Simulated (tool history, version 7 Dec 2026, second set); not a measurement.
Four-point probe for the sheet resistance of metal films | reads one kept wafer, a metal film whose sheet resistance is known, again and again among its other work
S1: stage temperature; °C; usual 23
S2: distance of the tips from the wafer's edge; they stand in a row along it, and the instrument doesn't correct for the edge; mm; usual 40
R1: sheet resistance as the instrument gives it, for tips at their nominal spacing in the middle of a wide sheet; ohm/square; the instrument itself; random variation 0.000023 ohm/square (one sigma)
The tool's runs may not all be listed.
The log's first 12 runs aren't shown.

Run 13, day 7.446: usual settings but S2 9 mm. Result: R1 0.111768 ohm/square.
Run 14, day 7.875: usual settings but S2 9 mm. Result: R1 0.111816 ohm/square.
Run 15, day 8.462: usual settings. Result: R1 0.111619 ohm/square.
Run 16, day 9.075: usual settings but S1 20 °C. Result: R1 0.111692 ohm/square.
Run 17, day 9.512: usual settings but S1 20 °C. Result: R1 0.111742 ohm/square.
Run 18, day 10.367: usual settings but S1 20 °C. Result: R1 0.111677 ohm/square.
Run 19, day 11.246: usual settings but S1 20 °C, S2 57 mm. Result: R1 0.1117 ohm/square.
Run 20, day 11.812: usual settings but S1 34 °C, S2 27 mm. Result: R1 0.111332 ohm/square.
Run 21, day 12.488: usual settings but S1 24 °C, S2 31 mm. Result: R1 0.111591 ohm/square.
Run 22, day 13: usual settings but S1 26 °C, S2 33 mm. Result: R1 0.111498 ohm/square.
Run 23, day 13.796: usual settings but S1 18 °C, S2 25 mm. Result: R1 0.111801 ohm/square.
Run 24, day 14.696: usual settings but S1 18 °C, S2 25 mm. Result: R1 0.111777 ohm/square.
Run 25, day 15.204: usual settings but S1 32 °C, S2 18 mm. Result: R1 0.111393 ohm/square.
Run 26, day 16.017: usual settings but S1 32 °C, S2 18 mm. Result: R1 0.11138 ohm/square.
Run 27, day 16.608: usual settings but S1 32 °C, S2 12 mm. Result: R1 0.111495 ohm/square.

Forecast run 28:
Run 28, day 17.538: usual settings but S2 15 mm. Result: R1 ?.

R1: 0.111676 ohm/square
Without the tool's hidden state the same run would have given R1 0.112684 ohm/square.
